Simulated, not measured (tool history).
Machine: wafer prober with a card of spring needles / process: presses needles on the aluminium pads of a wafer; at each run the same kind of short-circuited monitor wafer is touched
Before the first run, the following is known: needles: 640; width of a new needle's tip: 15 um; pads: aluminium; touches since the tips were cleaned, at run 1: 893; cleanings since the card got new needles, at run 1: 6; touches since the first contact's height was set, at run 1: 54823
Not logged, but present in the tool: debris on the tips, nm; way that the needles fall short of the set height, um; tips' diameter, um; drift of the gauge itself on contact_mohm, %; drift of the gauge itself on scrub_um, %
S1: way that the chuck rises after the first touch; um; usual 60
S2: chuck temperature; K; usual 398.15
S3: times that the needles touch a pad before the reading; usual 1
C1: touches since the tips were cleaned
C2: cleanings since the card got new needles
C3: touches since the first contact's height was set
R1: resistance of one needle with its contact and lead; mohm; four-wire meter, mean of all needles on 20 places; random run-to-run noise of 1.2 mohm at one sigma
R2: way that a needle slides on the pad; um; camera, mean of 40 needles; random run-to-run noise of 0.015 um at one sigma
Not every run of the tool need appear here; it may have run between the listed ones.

run,day,S1,S2,S3,C1,C2,C3,R1,R2
1,0.000,60,398.15,1,893,6,54823,286,15.72
2,0.775,60,398.15,1,6169,6,60099,287,15.70
# day 0.967: tips cleaned on abrasive film
3,1.646,60,303.15,1,4625,7,65982,260,15.72
# day 2.071: tips cleaned on abrasive film
4,2.504,60,303.15,1,2937,8,71765,258,15.69
# day 3.179: tips cleaned on abrasive film
5,3.275,60,370.15,1,634,9,76978,278,15.72
# day 3.388: height of the first contact set anew
6,4.046,54,370.15,1,5798,9,4479,283,14.17
# day 4.296: tips cleaned on abrasive film
7,4.771,54,370.15,1,3218,10,9364,282,14.14
8,5.279,54,370.15,1,6676,10,12822,282,14.15
# day 5.392: tips cleaned on abrasive film
9,5.792,54,370.15,1,2733,11,16289,282,14.14
10,6.275,54,370.15,1,6015,11,19571,282,14.13
# day 6.500: tips cleaned on abrasive film
11,6.783,54,370.15,1,1926,12,22989,284,14.13
12,7.538,54,370.15,1,7039,12,28102,282,14.13
# day 7.583: tips cleaned on abrasive film
13,8.342,54,370.15,1,5150,13,33536,286,14.13
# day 8.688: tips cleaned on abrasive film
# day 8.758: gauge calibrated
14,8.929,54,354.15,1,1643,14,37521,273,14.15
15,9.754,72,354.15,1,7238,14,43116,271,18.85
# day 9.838: tips cleaned on abrasive film
16,10.333,69,398.15,3,3360,15,47016,285,18.05
# day 10.917: tips cleaned on abrasive film
17,11.171,40,398.15,2,1727,16,52682,293,10.46
18,11.908,60,398.15,3,6734,16,57689,287,15.70
# day 11.996: tips cleaned on abrasive film
19,12.629,60,299.15,1,4296,17,62558,260,15.73
# day 13.138: tips cleaned on abrasive film
20,13.308,67,330.15,1,1169,18,67149,269,17.53
21,14.196,67,320.15,1,7192,18,73172,265,17.54
# day 14.275: tips cleaned on abrasive film
22,14.717,67,320.15,1,3004,19,76678,266,17.55
# day 14.867: height of the first contact set anew
# day 15.388: tips cleaned on abrasive film
23,15.633,60,347.15,2,1677,20,5185,275,15.72
24,16.067,52,313.15,3,4598,20,8106,267,13.60
# day 16.488: tips cleaned on abrasive film
25,16.550,52,313.15,3,408,21,11359,268,13.62
26,17.296,52,361.15,2,5482,21,16433,283,13.61
# day 17.562: tips cleaned on abrasive film
27,17.829,52,361.15,2,1796,22,20026,284,13.62

Per-run results on a tool with no hidden state, each run keeping its own random variation:
run,R1
1,286
2,286
3,258
4,256
5,275
6,280
7,278
8,277
9,277
10,276
11,277
12,275
13,279
14,273
15,270
16,284
17,291
18,284
19,256
20,265
21,261
22,261
23,269
24,261
25,262
26,276
27,276
R2: differs from the measured result by no more than 0.01 um in any run.
